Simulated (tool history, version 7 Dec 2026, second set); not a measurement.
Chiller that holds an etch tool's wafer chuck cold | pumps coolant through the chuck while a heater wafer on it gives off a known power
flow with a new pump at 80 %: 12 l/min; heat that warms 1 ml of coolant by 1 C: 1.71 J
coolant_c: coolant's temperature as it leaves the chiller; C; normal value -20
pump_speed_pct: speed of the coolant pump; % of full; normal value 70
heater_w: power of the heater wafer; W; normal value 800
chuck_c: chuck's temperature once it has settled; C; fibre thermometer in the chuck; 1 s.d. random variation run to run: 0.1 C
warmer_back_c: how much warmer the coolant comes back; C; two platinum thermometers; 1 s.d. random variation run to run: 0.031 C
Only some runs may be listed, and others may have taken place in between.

run    hour  coolant_c  pump_speed_pct  heater_w  chuck_c  warmer_back_c
  1       0        -20              70       800    -14.3           2.68
       30.6  -- coolant changed, channels flushed
  2   151.4        -20              70       800    -14.4           2.62
  3   263.2        -20              70       800    -14.3           2.69
  4   387.1        -20              70       610    -15.8           1.99
  5   492.5        -23              70       800    -17.3           2.68
  6   665.6        -20              63       800      -14           2.99
      775.8  -- coolant pump overhauled
  7   838.9        -20              63       800    -13.7           2.95
  8   979.9        -22              70       800    -16.4           2.67
  9  1122.8        -11              70       707     -6.2           2.34
 10  1277.2        -11              70       707     -6.1           2.34
 11  1439.6        -11              71       754     -5.8            2.5
 12  1603.3        -17              86      1116    -10.2           3.03
 13  1717.9        -17              86      1116    -10.2           3.04
 14  1796.6        -20              62       641    -15.1           2.41
 15  1921.5        -20              87       877    -14.8           2.32
 16  2052.4        -20              73       415    -17.1           1.35

What if the next run were any one of these 5? Each begins from the tool's condition after run 16:
  A  2232.3        -20              81       800        ?              ?
  B  2232.3        -13              97       953        ?              ?
  C  2232.3        -20              97       800        ?              ?
  D  2232.3        -20              79       772        ?              ?
  E  2232.3        -27              75       787        ?              ?

run  chuck_c  warmer_back_c
  A    -14.9            2.3
  B     -7.6           2.34
  C    -15.7           1.94
  D      -15           2.27
  E    -21.6           2.41
The same runs, with their run-to-run variation unchanged, on a tool lacking any hidden condition would have given:
run  chuck_c  warmer_back_c
  A    -14.9            2.3
  B     -7.6           2.33
  C    -15.7           1.94
  D      -15           2.27
  E    -21.6           2.41

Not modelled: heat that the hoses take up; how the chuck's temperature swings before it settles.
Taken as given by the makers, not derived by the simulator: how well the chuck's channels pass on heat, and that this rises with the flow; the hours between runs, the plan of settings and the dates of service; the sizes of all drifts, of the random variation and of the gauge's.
